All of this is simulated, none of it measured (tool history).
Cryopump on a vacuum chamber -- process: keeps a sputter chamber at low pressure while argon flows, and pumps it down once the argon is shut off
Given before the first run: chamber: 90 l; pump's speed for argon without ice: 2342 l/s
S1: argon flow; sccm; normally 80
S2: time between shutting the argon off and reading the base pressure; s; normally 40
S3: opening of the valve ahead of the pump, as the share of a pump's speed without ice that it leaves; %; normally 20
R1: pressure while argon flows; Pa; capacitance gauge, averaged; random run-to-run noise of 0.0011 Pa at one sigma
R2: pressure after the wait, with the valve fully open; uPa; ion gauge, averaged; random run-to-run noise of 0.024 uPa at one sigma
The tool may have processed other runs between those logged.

run   hour   S1   S2  S3      R1    R2
  1      0   80   40  20  0.2925  1.65
  2     14   80   40  20  0.2901  1.64
  3   21.5   80   40  20  0.2915   1.6
  4   31.1   80   40  20  0.2896  1.61
  5   47.3   80   40  30  0.1947  1.64
  6   55.6   80   40  30  0.1952  1.68
  7   63.7   80   40  20  0.2934  1.67
  8   76.3  122   40  20  0.4445  1.66
  9   84.3  119   96  16  0.5412  1.24
 10   95.9  119   96  16  0.5407  1.18
 11  105.1   57  168  20  0.2075  1.09
 12  117.4   80   64  30   0.196  1.39
 13  133.8   83   40  20   0.303  1.71
 14  146.1   83   40  20  0.3009  1.62
 15  160.8   83   97  40  0.1542  1.21
 16  170.2   61   20  49  0.0924  2.39

Results for each run, recomputed without the tool's hidden state and with each run's random variation untouched:
Unlogged tool condition in this case: pump's speed, % of a pump's without ice; cold plate's temperature, K; leak into the chamber, uPa l/s; drift of the gauge itself on working_pa, %; drift of the gauge itself on base_upa, %.
run      R1    R2
  1  0.2904  0.89
  2  0.2879  0.88
  3  0.2892  0.85
  4  0.2872  0.83
  5  0.1922  0.86
  6  0.1926  0.88
  7  0.2907  0.88
  8  0.4402  0.88
  9  0.5369  0.45
 10  0.5362  0.39
 11  0.2053  0.29
 12  0.1928  0.57
 13  0.2995  0.88
 14  0.2973  0.84
 15  0.1504  0.41
 16  0.0896  1.55
